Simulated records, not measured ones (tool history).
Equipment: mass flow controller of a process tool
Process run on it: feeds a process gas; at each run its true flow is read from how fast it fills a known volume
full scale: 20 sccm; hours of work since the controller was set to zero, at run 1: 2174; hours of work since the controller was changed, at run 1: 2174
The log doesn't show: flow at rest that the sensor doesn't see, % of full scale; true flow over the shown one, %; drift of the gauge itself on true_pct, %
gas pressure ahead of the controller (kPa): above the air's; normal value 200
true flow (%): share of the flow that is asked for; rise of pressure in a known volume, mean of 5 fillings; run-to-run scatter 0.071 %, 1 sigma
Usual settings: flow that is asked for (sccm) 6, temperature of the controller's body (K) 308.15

run      day  flow that is asked for (sccm)  gas pressure ahead of the controller (kPa)  temperature of the controller's body (K)  hours of work since the controller was set to zero  hours of work since the controller was changed  true flow (%)
  1        0                              6                                         200                                    308.15                                                2174                                            2174         100.21
  2   21.296                              6                                         200                                    308.15                                                2358                                            2358         100.13
  3   33.096                              6                                         200                                    304.15                                                2459                                            2459          99.72
  4   57.138                              6                                         200                                    304.15                                                2667                                            2667          99.59
  5   72.704                              6                                         200                                    308.15                                                2801                                            2801          99.88
  6   91.296                              6                                         200                                    308.15                                                2962                                            2962          99.79
  7  101.917                              6                                         200                                    308.15                                                3054                                            3054          99.61
  8  125.538                              6                                         200                                    308.15                                                3258                                            3258          99.57
  9  145.658                              6                                         200                                    308.15                                                3431                                            3431          99.44
 10  162.996                              6                                         200                                    308.15                                                3581                                            3581          99.37
 11  173.333                              3                                         150                                    297.15                                                3670                                            3670           98.6
 12  196.575                              3                                         200                                    308.15                                                3871                                            3871          99.13
 13  215.304                             11                                         237                                    298.15                                                4033                                            4033          98.49
 14  238.588                             11                                         237                                    298.15                                                4234                                            4234          98.42
 15  260.375                             14                                         259                                    303.15                                                4422                                            4422           98.7
     264.225  -- gauge calibrated
 16  284.421                             13                                         183                                    301.15                                                4630                                            4630          99.95
 17  299.321                              2                                         183                                    294.15                                                4758                                            4758          98.88

Forecast run 18:
 18  312.554                              6                                         233                                    304.15                                                4873                                            4873              ?

Run 18 measured true flow (%) 99.57.
Minus the tool's unlogged condition, the same run would have read true flow (%) 99.78.
